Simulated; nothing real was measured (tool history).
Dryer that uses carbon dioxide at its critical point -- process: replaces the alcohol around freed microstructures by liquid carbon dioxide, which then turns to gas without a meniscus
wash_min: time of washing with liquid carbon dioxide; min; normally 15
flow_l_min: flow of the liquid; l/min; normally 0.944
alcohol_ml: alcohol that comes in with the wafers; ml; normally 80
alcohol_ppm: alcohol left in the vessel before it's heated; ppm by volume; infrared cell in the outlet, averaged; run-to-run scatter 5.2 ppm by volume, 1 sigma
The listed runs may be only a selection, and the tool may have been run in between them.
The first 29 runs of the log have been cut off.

{"hour": 1069.7, "done": "inlet filter changed"}
{"run": 30, "hour": 1098.8, "wash_min": 16, "flow_l_min": 1.413, "alcohol_ml": 105, "alcohol_ppm": 200}
{"hour": 1105.0, "done": "purifier's bed changed"}
{"run": 31, "hour": 1152.4, "wash_min": 15, "flow_l_min": 1.006, "alcohol_ml": 21, "alcohol_ppm": 22}
{"run": 32, "hour": 1183.4, "wash_min": 13, "flow_l_min": 0.596, "alcohol_ml": 28, "alcohol_ppm": 516}
{"run": 33, "hour": 1223.0, "wash_min": 13, "flow_l_min": 0.911, "alcohol_ml": 80, "alcohol_ppm": 268}
{"run": 34, "hour": 1254.7, "wash_min": 17, "flow_l_min": 1.283, "alcohol_ml": 35, "alcohol_ppm": 22}
{"run": 35, "hour": 1302.3, "wash_min": 17, "flow_l_min": 0.973, "alcohol_ml": 35, "alcohol_ppm": 50}
{"run": 36, "hour": 1353.9, "wash_min": 15, "flow_l_min": 1.232, "alcohol_ml": 80, "alcohol_ppm": 45}
{"run": 37, "hour": 1384.2, "wash_min": 17, "flow_l_min": 0.772, "alcohol_ml": 49, "alcohol_ppm": 138}

Predict each of these 5 candidate next runs independently; none follows another, all start after run 37:
{"run": "A", "hour": 1423.3, "wash_min": 17, "flow_l_min": 1.043, "alcohol_ml": 24, "alcohol_ppm": "?"}
{"run": "B", "hour": 1423.3, "wash_min": 11, "flow_l_min": 1.326, "alcohol_ml": 87, "alcohol_ppm": "?"}
{"run": "C", "hour": 1423.3, "wash_min": 12, "flow_l_min": 1.059, "alcohol_ml": 50, "alcohol_ppm": "?"}
{"run": "D", "hour": 1423.3, "wash_min": 17, "flow_l_min": 1.478, "alcohol_ml": 27, "alcohol_ppm": "?"}
{"run": "E", "hour": 1423.3, "wash_min": 13, "flow_l_min": 0.779, "alcohol_ml": 31, "alcohol_ppm": "?"}

run=A alcohol_ppm=55
run=B alcohol_ppm=129
run=C alcohol_ppm=158
run=D alcohol_ppm=44
run=E alcohol_ppm=268
What these runs would have given with no unlogged condition in the tool:
run=A alcohol_ppm=13
run=B alcohol_ppm=74
run=C alcohol_ppm=98
run=D alcohol_ppm=3
run=E alcohol_ppm=198

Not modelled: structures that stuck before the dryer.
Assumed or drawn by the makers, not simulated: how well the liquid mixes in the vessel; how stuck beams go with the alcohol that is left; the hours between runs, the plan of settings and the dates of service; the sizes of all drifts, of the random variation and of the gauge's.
